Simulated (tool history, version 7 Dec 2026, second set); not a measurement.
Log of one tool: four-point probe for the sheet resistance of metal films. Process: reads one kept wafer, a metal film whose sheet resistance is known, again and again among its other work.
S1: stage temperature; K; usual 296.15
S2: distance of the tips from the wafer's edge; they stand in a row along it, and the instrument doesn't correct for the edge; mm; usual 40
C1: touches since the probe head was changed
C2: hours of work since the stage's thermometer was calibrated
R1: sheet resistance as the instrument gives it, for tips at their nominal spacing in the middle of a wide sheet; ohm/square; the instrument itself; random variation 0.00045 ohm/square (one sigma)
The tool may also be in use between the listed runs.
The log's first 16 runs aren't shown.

run,day,S1,S2,C1,C2,R1
17,22.838,296.15,19,121997,1585,2.277365
# day 23.608: new probe head fitted
18,24.171,304.15,3,580,1606,2.459437
19,26.292,304.15,3,2755,1641,2.460111
20,28.171,304.15,3,4683,1672,2.460447
21,30.075,308.15,19,6634,1704,2.273853
22,31.433,307.15,23,8029,1726,2.271355
23,33.129,307.15,23,9767,1754,2.271381
24,34.858,307.15,23,11540,1783,2.272065
25,36.325,304.15,3,13044,1807,2.462084
26,37.379,298.15,16,14123,1825,2.263796
27,38.438,296.15,39,15210,1842,2.254728
28,40.346,296.15,39,17169,1874,2.255083
29,42.183,295.15,72,19053,1904,2.253139
30,43.446,296.15,71,20348,1925,2.254098
31,45.329,296.15,71,22278,1956,2.255715
32,46.217,294.15,71,23188,1971,2.252672

4 ways to go on from here, each from the tool as it stands after run 32. What would each give?
A,47.462,292.15,7,24467,1991,?
B,47.462,299.15,5,24467,1991,?
C,47.462,296.15,17,24467,1991,?
D,47.462,301.15,24,24467,1991,?

run,R1
A,2.287979
B,2.335764
C,2.263196
D,2.265534
Without the tool's hidden state the same runs would have given:
run,R1
A,2.276169
B,2.323680
C,2.251473
D,2.253765

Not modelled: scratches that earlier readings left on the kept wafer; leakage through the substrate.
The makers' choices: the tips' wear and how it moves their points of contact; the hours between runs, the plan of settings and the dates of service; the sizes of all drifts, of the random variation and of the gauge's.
